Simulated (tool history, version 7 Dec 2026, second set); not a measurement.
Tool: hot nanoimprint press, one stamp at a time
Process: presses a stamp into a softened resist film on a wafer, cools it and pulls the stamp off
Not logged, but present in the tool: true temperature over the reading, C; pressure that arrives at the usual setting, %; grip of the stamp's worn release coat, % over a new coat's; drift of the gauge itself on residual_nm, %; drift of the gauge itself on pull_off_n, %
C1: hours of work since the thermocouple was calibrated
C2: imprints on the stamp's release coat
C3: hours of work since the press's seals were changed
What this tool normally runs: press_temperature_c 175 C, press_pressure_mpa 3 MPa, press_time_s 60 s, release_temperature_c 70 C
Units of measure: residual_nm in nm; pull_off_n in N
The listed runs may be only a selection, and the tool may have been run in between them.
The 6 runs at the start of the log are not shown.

{"run": 7, "hour": 266.0, "press_temperature_c": 175, "press_pressure_mpa": 3, "press_time_s": 59, "release_temperature_c": 70, "C1": 60, "C2": 529, "C3": 728, "residual_nm": 178.5, "pull_off_n": 205}
{"run": 8, "hour": 325.7, "press_temperature_c": 175, "press_pressure_mpa": 3, "press_time_s": 59, "release_temperature_c": 70, "C1": 98, "C2": 809, "C3": 766, "residual_nm": 179, "pull_off_n": 228}
{"run": 9, "hour": 368.0, "press_temperature_c": 175, "press_pressure_mpa": 3, "press_time_s": 59, "release_temperature_c": 70, "C1": 124, "C2": 1007, "C3": 793, "residual_nm": 179.2, "pull_off_n": 230}
{"hour": 387.9, "done": "press's hydraulic seals changed and the load cell set to zero"}
{"hour": 397.5, "done": "stamp cleaned and given a new release coat"}
{"run": 10, "hour": 447.4, "press_temperature_c": 175, "press_pressure_mpa": 3, "press_time_s": 59, "release_temperature_c": 70, "C1": 166, "C2": 234, "C3": 34, "residual_nm": 177.6, "pull_off_n": 200}
{"run": 11, "hour": 488.4, "press_temperature_c": 175, "press_pressure_mpa": 3, "press_time_s": 59, "release_temperature_c": 70, "C1": 192, "C2": 427, "C3": 60, "residual_nm": 177.7, "pull_off_n": 203}
{"run": 12, "hour": 540.7, "press_temperature_c": 175, "press_pressure_mpa": 3, "press_time_s": 59, "release_temperature_c": 70, "C1": 226, "C2": 672, "C3": 93, "residual_nm": 178, "pull_off_n": 211}
{"run": 13, "hour": 582.4, "press_temperature_c": 175, "press_pressure_mpa": 3, "press_time_s": 60, "release_temperature_c": 70, "C1": 252, "C2": 868, "C3": 120, "residual_nm": 177.5, "pull_off_n": 222}
{"run": 14, "hour": 617.8, "press_temperature_c": 175, "press_pressure_mpa": 3, "press_time_s": 60, "release_temperature_c": 70, "C1": 275, "C2": 1033, "C3": 143, "residual_nm": 178.5, "pull_off_n": 241}
{"hour": 635.9, "done": "stamp cleaned and given a new release coat"}
{"run": 15, "hour": 686.7, "press_temperature_c": 175, "press_pressure_mpa": 3, "press_time_s": 60, "release_temperature_c": 70, "C1": 315, "C2": 238, "C3": 183, "residual_nm": 177.7, "pull_off_n": 190}
{"run": 16, "hour": 717.5, "press_temperature_c": 171, "press_pressure_mpa": 2.5, "press_time_s": 60, "release_temperature_c": 57, "C1": 334, "C2": 383, "C3": 202, "residual_nm": 209, "pull_off_n": 224}
{"run": 17, "hour": 758.7, "press_temperature_c": 175, "press_pressure_mpa": 3, "press_time_s": 79, "release_temperature_c": 75, "C1": 361, "C2": 576, "C3": 228, "residual_nm": 164, "pull_off_n": 204}
{"run": 18, "hour": 796.8, "press_temperature_c": 174, "press_pressure_mpa": 2.45, "press_time_s": 56, "release_temperature_c": 74, "C1": 385, "C2": 755, "C3": 253, "residual_nm": 199.7, "pull_off_n": 221}
{"run": 19, "hour": 851.0, "press_temperature_c": 183, "press_pressure_mpa": 2.45, "press_time_s": 56, "release_temperature_c": 74, "C1": 419, "C2": 1009, "C3": 287, "residual_nm": 159.9, "pull_off_n": 238}
{"hour": 872.9, "done": "stamp cleaned and given a new release coat"}
{"run": 20, "hour": 890.0, "press_temperature_c": 169, "press_pressure_mpa": 2.45, "press_time_s": 56, "release_temperature_c": 62, "C1": 440, "C2": 80, "C3": 308, "residual_nm": 224.6, "pull_off_n": 203}
{"hour": 909.3, "done": "plate thermocouple calibrated"}
{"run": 21, "hour": 919.9, "press_temperature_c": 175, "press_pressure_mpa": 3, "press_time_s": 50, "release_temperature_c": 71, "C1": 7, "C2": 206, "C3": 325, "residual_nm": 184.4, "pull_off_n": 193}
{"run": 22, "hour": 975.0, "press_temperature_c": 175, "press_pressure_mpa": 2.92, "press_time_s": 64, "release_temperature_c": 65, "C1": 42, "C2": 464, "C3": 360, "residual_nm": 172.8, "pull_off_n": 210}
{"run": 23, "hour": 1027.8, "press_temperature_c": 175, "press_pressure_mpa": 2.92, "press_time_s": 64, "release_temperature_c": 65, "C1": 75, "C2": 712, "C3": 394, "residual_nm": 173.8, "pull_off_n": 230}
{"run": 24, "hour": 1089.2, "press_temperature_c": 175, "press_pressure_mpa": 2.05, "press_time_s": 60, "release_temperature_c": 72, "C1": 115, "C2": 1000, "C3": 433, "residual_nm": 199.2, "pull_off_n": 226}
{"hour": 1115.1, "done": "stamp cleaned and given a new release coat"}
{"run": 25, "hour": 1144.5, "press_temperature_c": 175, "press_pressure_mpa": 2.05, "press_time_s": 60, "release_temperature_c": 72, "C1": 146, "C2": 137, "C3": 465, "residual_nm": 199.9, "pull_off_n": 187}
{"run": 26, "hour": 1178.9, "press_temperature_c": 164, "press_pressure_mpa": 2.72, "press_time_s": 38, "release_temperature_c": 70, "C1": 168, "C2": 299, "C3": 486, "residual_nm": 256.1, "pull_off_n": 196}
{"run": 27, "hour": 1244.2, "press_temperature_c": 175, "press_pressure_mpa": 2.46, "press_time_s": 60, "release_temperature_c": 69, "C1": 209, "C2": 605, "C3": 528, "residual_nm": 189.4, "pull_off_n": 211}
{"run": 28, "hour": 1284.8, "press_temperature_c": 170, "press_pressure_mpa": 2.46, "press_time_s": 60, "release_temperature_c": 74, "C1": 235, "C2": 796, "C3": 554, "residual_nm": 215.3, "pull_off_n": 211}
{"run": 29, "hour": 1325.4, "press_temperature_c": 185, "press_pressure_mpa": 4.07, "press_time_s": 50, "release_temperature_c": 70, "C1": 261, "C2": 986, "C3": 580, "residual_nm": 125.3, "pull_off_n": 238}
{"hour": 1350.9, "done": "stamp cleaned and given a new release coat"}
{"run": 30, "hour": 1385.3, "press_temperature_c": 184, "press_pressure_mpa": 3, "press_time_s": 60, "release_temperature_c": 71, "C1": 295, "C2": 161, "C3": 614, "residual_nm": 138, "pull_off_n": 195}

Branching from run 30: 4 alternative next runs. What would each branch give?
{"run": "A", "hour": 1427.3, "press_temperature_c": 175, "press_pressure_mpa": 3, "press_time_s": 92, "release_temperature_c": 73, "C1": 322, "C2": 357, "C3": 641, "residual_nm": "?", "pull_off_n": "?"}
{"run": "B", "hour": 1427.3, "press_temperature_c": 171, "press_pressure_mpa": 3, "press_time_s": 60, "release_temperature_c": 68, "C1": 322, "C2": 357, "C3": 641, "residual_nm": "?", "pull_off_n": "?"}
{"run": "C", "hour": 1427.3, "press_temperature_c": 184, "press_pressure_mpa": 3, "press_time_s": 53, "release_temperature_c": 71, "C1": 322, "C2": 357, "C3": 641, "residual_nm": "?", "pull_off_n": "?"}
{"run": "D", "hour": 1427.3, "press_temperature_c": 179, "press_pressure_mpa": 3.77, "press_time_s": 60, "release_temperature_c": 70, "C1": 322, "C2": 357, "C3": 641, "residual_nm": "?", "pull_off_n": "?"}

run=A residual_nm=155.2 pull_off_n=197
run=B residual_nm=200 pull_off_n=204
run=C residual_nm=144.8 pull_off_n=197
run=D residual_nm=147.5 pull_off_n=206
Take away the tool's hidden state, keep each run's random variation, and the runs would have read:
run=A residual_nm=148.9 pull_off_n=178
run=B residual_nm=193.4 pull_off_n=184
run=C residual_nm=139 pull_off_n=178
run=D residual_nm=141 pull_off_n=186

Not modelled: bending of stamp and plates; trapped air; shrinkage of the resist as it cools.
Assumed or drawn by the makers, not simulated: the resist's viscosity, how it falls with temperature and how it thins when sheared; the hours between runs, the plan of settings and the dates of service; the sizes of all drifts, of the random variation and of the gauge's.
